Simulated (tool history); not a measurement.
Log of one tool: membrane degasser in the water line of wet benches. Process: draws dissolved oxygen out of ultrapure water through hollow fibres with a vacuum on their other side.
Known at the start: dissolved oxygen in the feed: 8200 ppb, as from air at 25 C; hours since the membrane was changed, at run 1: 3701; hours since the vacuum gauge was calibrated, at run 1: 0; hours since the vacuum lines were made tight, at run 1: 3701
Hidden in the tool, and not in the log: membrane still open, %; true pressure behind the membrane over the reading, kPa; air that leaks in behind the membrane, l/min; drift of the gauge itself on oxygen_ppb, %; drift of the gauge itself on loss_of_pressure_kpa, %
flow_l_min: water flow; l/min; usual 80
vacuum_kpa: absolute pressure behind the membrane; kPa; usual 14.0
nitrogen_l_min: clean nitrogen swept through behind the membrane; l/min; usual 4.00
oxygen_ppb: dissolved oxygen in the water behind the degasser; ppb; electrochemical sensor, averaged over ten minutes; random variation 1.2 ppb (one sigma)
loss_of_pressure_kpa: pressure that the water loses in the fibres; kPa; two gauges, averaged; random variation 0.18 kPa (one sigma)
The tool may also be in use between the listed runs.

run,hour,flow_l_min,vacuum_kpa,nitrogen_l_min,hours since the membrane was changed,hours since the vacuum gauge was calibrated,hours since the vacuum lines were made tight,oxygen_ppb,loss_of_pressure_kpa
1,0.0,80,14.0,4.00,3701,0,3701,468.1,31.50
2,126.2,80,14.0,4.00,3827,126,3827,468.5,31.77
# hour 211.5: seals of the vacuum lines changed
3,358.6,80,14.0,4.00,4058,357,147,466.7,31.40
4,498.8,85,14.0,4.00,4198,497,287,493.0,33.69
5,611.1,80,20.0,4.00,4310,609,400,700.5,31.83
6,727.2,80,20.0,4.00,4426,725,516,703.2,32.03
7,911.4,80,20.0,4.00,4611,909,700,702.3,32.12
8,1130.8,80,20.0,7.01,4830,1129,919,436.4,31.65
9,1310.1,80,20.0,7.01,5009,1308,1099,436.9,31.99
10,1541.4,80,14.0,4.00,5241,1539,1330,470.1,32.15
11,1735.5,80,14.0,4.00,5435,1733,1524,469.9,32.09
12,1918.6,80,14.0,4.00,5618,1917,1707,469.1,32.30
13,2104.2,80,14.0,4.00,5803,2102,1893,469.5,32.41
14,2239.1,80,14.0,4.00,5938,2237,2028,472.5,31.98
15,2383.4,80,14.0,4.00,6083,2381,2172,472.1,32.35
16,2587.2,80,14.0,4.00,6286,2585,2376,474.7,33.04
17,2814.7,113,20.8,4.00,6514,2813,2603,983.0,46.17
18,2937.3,113,20.8,4.00,6636,2935,2726,987.4,46.37
# hour 2954.2: vacuum gauge calibrated
19,3063.0,111,27.4,3.08,6762,109,2851,1542.0,45.14

Forecast run 20:
20,3184.2,81,21.1,10.60,6883,230,2972,?,?

oxygen_ppb: 331.3 ppb
loss_of_pressure_kpa: 33.18 kPa
Without the tool's hidden state the same run would have given oxygen_ppb 321.6 ppb, loss_of_pressure_kpa 30.77 kPa.

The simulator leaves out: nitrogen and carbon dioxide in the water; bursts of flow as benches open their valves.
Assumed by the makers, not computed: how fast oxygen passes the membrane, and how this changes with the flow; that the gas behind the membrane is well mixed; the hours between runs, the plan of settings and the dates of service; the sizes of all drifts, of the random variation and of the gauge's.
